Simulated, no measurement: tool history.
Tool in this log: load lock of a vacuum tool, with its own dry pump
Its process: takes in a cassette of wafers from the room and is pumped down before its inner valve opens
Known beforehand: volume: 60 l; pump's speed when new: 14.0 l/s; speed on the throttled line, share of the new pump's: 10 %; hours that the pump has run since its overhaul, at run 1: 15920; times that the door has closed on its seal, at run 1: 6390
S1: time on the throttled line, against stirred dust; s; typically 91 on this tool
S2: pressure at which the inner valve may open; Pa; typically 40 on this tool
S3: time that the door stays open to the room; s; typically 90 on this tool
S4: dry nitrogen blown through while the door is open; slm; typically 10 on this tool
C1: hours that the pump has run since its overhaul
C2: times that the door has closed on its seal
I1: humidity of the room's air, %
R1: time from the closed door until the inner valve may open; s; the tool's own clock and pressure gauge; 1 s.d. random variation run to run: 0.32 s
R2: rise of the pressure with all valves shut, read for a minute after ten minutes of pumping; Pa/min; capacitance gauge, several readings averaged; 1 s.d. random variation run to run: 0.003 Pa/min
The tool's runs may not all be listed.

| run | hour | S1 | S2 | S3 | S4 | C1 | C2 | I1 | R1 | R2 |
|---|---|---|---|---|---|---|---|---|---|---|
| 1 | 0.0 | 91 | 40 | 90 | 10 | 15920 | 6390 | 48.1 | 122.6 | 0.056 |
| 2 | 162.5 | 91 | 40 | 90 | 10 | 16083 | 6663 | 48.6 | 123.1 | 0.062 |
| 3 | 292.6 | 91 | 40 | 90 | 10 | 16213 | 6883 | 47.7 | 123.1 | 0.059 |
| 4 | 423.8 | 91 | 40 | 90 | 10 | 16344 | 7104 | 45.5 | 122.8 | 0.056 |
|  | 550.7 | dry pump taken out, an overhauled one fitted |
| 5 | 578.0 | 88 | 40 | 90 | 10 | 27 | 7353 | 45.1 | 112.7 | 0.051 |
| 6 | 731.1 | 88 | 40 | 90 | 10 | 180 | 7611 | 44.4 | 112.2 | 0.053 |
| 7 | 835.9 | 91 | 40 | 90 | 10 | 285 | 7788 | 46.0 | 115.3 | 0.053 |
| 8 | 1077.2 | 91 | 40 | 90 | 10 | 527 | 8194 | 47.5 | 115.1 | 0.057 |
| 9 | 1185.6 | 91 | 40 | 90 | 10 | 635 | 8377 | 43.6 | 115.0 | 0.054 |
| 10 | 1353.9 | 91 | 40 | 90 | 10 | 803 | 8661 | 47.8 | 114.9 | 0.063 |
| 11 | 1588.0 | 91 | 28 | 90 | 10 | 1037 | 9055 | 48.4 | 116.9 | 0.062 |
| 12 | 1706.2 | 125 | 28 | 90 | 10 | 1156 | 9254 | 45.6 | 148.3 | 0.057 |
| 13 | 1807.8 | 125 | 28 | 90 | 10 | 1257 | 9425 | 43.4 | 147.7 | 0.051 |
| 14 | 1945.8 | 125 | 28 | 90 | 10 | 1395 | 9658 | 42.2 | 147.0 | 0.049 |
| 15 | 2173.3 | 125 | 28 | 26 | 10 | 1623 | 10041 | 47.5 | 147.5 | 0.032 |
| 16 | 2319.3 | 125 | 28 | 26 | 10 | 1769 | 10287 | 43.7 | 147.6 | 0.038 |
| 17 | 2450.1 | 125 | 28 | 26 | 10 | 1899 | 10507 | 44.5 | 147.8 | 0.032 |
| 18 | 2580.6 | 125 | 28 | 26 | 10 | 2030 | 10727 | 44.6 | 147.9 | 0.035 |
| 19 | 2821.4 | 125 | 28 | 26 | 10 | 2271 | 11133 | 45.7 | 147.7 | 0.039 |
| 20 | 2945.9 | 148 | 41 | 191 | 16 | 2395 | 11342 | 43.6 | 166.1 | 0.062 |
| 21 | 3171.4 | 148 | 41 | 191 | 16 | 2621 | 11722 | 43.8 | 166.3 | 0.066 |
| 22 | 3353.9 | 91 | 34 | 68 | 10 | 2803 | 12030 | 45.8 | 116.2 | 0.055 |
| 23 | 3584.1 | 165 | 52 | 107 | 9 | 3033 | 12418 | 43.8 | 181.2 | 0.068 |
| 24 | 3824.0 | 91 | 40 | 26 | 10 | 3273 | 12822 | 43.0 | 116.2 | 0.037 |
| 25 | 4021.2 | 91 | 64 | 53 | 10 | 3471 | 13154 | 44.2 | 114.9 | 0.050 |
| 26 | 4204.9 | 91 | 64 | 53 | 10 | 3654 | 13463 | 44.9 | 114.3 | 0.050 |
| 27 | 4422.2 | 91 | 64 | 35 | 10 | 3871 | 13829 | 45.5 | 114.6 | 0.043 |
| 28 | 4587.5 | 91 | 64 | 35 | 10 | 4037 | 14108 | 45.4 | 114.2 | 0.039 |
| 29 | 4705.8 | 56 | 30 | 54 | 15 | 4155 | 14307 | 41.9 | 86.3 | 0.036 |
| 30 | 4942.7 | 56 | 30 | 54 | 15 | 4392 | 14706 | 44.0 | 86.6 | 0.046 |
| 31 | 5140.7 | 56 | 30 | 28 | 15 | 4590 | 15040 | 43.1 | 86.7 | 0.035 |
| 32 | 5338.5 | 56 | 30 | 28 | 15 | 4788 | 15373 | 48.3 | 86.5 | 0.044 |
| 33 | 5559.2 | 159 | 62 | 27 | 15 | 5008 | 15745 | 44.6 | 175.1 | 0.034 |
| 34 | 5772.6 | 159 | 62 | 27 | 15 | 5222 | 16104 | 47.7 | 176.0 | 0.038 |
| 35 | 6009.3 | 167 | 28 | 27 | 41 | 5459 | 16503 | 45.9 | 186.0 | 0.029 |
| 36 | 6142.3 | 177 | 36 | 85 | 20 | 5592 | 16727 | 42.1 | 193.6 | 0.048 |
| 37 | 6253.2 | 68 | 54 | 121 | 33 | 5703 | 16914 | 42.4 | 95.1 | 0.040 |
| 38 | 6445.3 | 91 | 30 | 90 | 10 | 5895 | 17238 | 43.0 | 118.8 | 0.065 |

Below are 3 alternative next runs, each starting from the tool's condition after run 38. Predict each:
| A | 6686.5 | 73 | 60 | 51 | 10 | 6136 | 17644 | 48.6 | ? | ? |
| B | 6686.5 | 91 | 30 | 115 | 10 | 6136 | 17644 | 44.3 | ? | ? |
| C | 6686.5 | 91 | 40 | 192 | 10 | 6136 | 17644 | 45.2 | ? | ? |

| run | R1 | R2 |
|---|---|---|
| A | 99.4 | 0.057 |
| B | 118.1 | 0.071 |
| C | 116.7 | 0.088 |
Without the tool's hidden state the same runs would have given:
| run | R1 | R2 |
|---|---|---|
| A | 97.6 | 0.043 |
| B | 116.2 | 0.057 |
| C | 114.9 | 0.074 |
